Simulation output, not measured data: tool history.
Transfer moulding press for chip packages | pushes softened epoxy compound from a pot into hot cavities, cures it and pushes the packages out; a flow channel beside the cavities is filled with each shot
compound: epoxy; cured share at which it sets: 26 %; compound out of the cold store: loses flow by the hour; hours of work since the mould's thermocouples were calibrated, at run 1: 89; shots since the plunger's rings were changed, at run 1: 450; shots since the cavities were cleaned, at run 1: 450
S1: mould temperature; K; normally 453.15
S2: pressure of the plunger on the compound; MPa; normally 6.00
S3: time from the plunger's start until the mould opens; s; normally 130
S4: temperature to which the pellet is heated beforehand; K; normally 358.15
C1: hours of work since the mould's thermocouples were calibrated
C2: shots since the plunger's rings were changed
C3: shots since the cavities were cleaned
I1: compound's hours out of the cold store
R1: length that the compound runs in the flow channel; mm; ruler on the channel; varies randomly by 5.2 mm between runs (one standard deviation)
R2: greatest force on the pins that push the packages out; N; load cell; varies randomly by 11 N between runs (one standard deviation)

run   hour      S1    S2   S3      S4   C1    C2   C3    I1   R1    R2
  1    0.0  453.15  6.00  130  358.15   89   450  450  10.5  657   783
  2    8.7  453.15  6.00  130  358.15   93   519  519  22.9  587   772
  3   20.8  453.15  6.00  130  358.15  100   617  617  41.7  515   814
  4   27.2  453.15  6.00  125  358.15  104   668  668  31.1  557   838
  5   32.3  453.15  6.00  125  358.15  107   709  709  35.9  530   858
  6   38.7  453.15  6.00  125  358.15  110   761  761  27.2  562   892
  7   49.2  453.15  6.00  125  358.15  116   845  845  19.7  598   935
  8   59.2  453.15  6.00  130  360.15  122   925  925  17.3  613   912
  9   65.9  453.15  6.00  134  360.15  126   979  979  38.3  523   858
      68.2  -- cavities cleaned with cleaning compound and waxed
 10   74.8  453.15  6.00  130  352.15  130  1039   54  26.6  573   561
 11   83.7  453.15  6.00  130  352.15  135  1110  125  41.6  507   599
 12   91.1  453.15  6.00  119  358.15  139  1169  184  33.8  537   694
 13   99.2  453.15  6.00  119  352.15  144  1234  249  34.9  537   697
 14  111.0  453.15  6.00  119  352.15  150  1329  344  13.6  626   815
 15  116.6  453.15  7.13  130  358.15  154  1374  389  35.8  575   713
 16  122.0  454.15  4.59  121  356.15  157  1418  433  10.8  557   789
 17  132.7  454.15  4.59  121  356.15  163  1504  519  11.6  548   835
     135.7  -- mould's thermocouples calibrated
 18  143.5  446.15  6.00  161  358.15    4  1574  589  46.7  502   812
 19  155.1  446.15  6.00  161  358.15   11  1667  682  45.6  496   834
 20  161.3  446.15  6.18  130  358.15   14  1717  732  14.2  638  1308
 21  167.8  453.15  6.99  130  358.15   18  1769  784  39.3  557   839
 22  173.5  453.15  6.99  130  358.15   21  1815  830  23.3  619   877
 23  179.2  448.15  6.28  130  358.15   25  1860  875  39.9  536  1028
     182.9  -- mould's thermocouples calibrated, once more
 24  187.5  453.15  6.28  149  360.15    3  1911  926  12.6  636   822
     195.8  -- cavities cleaned with cleaning compound and waxed
 25  196.2  457.15  5.41  133  349.15    7  1970    4   8.2  603   447
 26  201.9  449.15  6.00  130  353.15   10  2015   49  26.0  570   680
 27  213.3  453.15  6.68  115  350.15   16  2107  141  14.5  642   730
 28  222.5  449.15  5.71  130  358.15   22  2180  214  21.3  577   787
 29  231.9  449.15  5.71  112  358.15   27  2256  290  38.8  499  1054

What if the next run were any one of these 3? Each begins from the tool's condition after run 29:
  A  236.8  449.15  5.71  144  358.15  30  2295  329   9.5   ?   ?
  B  236.8  453.15  6.00  130  354.15  30  2295  329  24.0   ?   ?
  C  236.8  453.15  4.95  112  350.15  30  2295  329  11.3   ?   ?

run   R1   R2
  A  626  725
  B  561  709
  C  574  899
With no hidden state in the tool, these same runs would have given:
run   R1   R2
  A  654  540
  B  586  526
  C  600  675
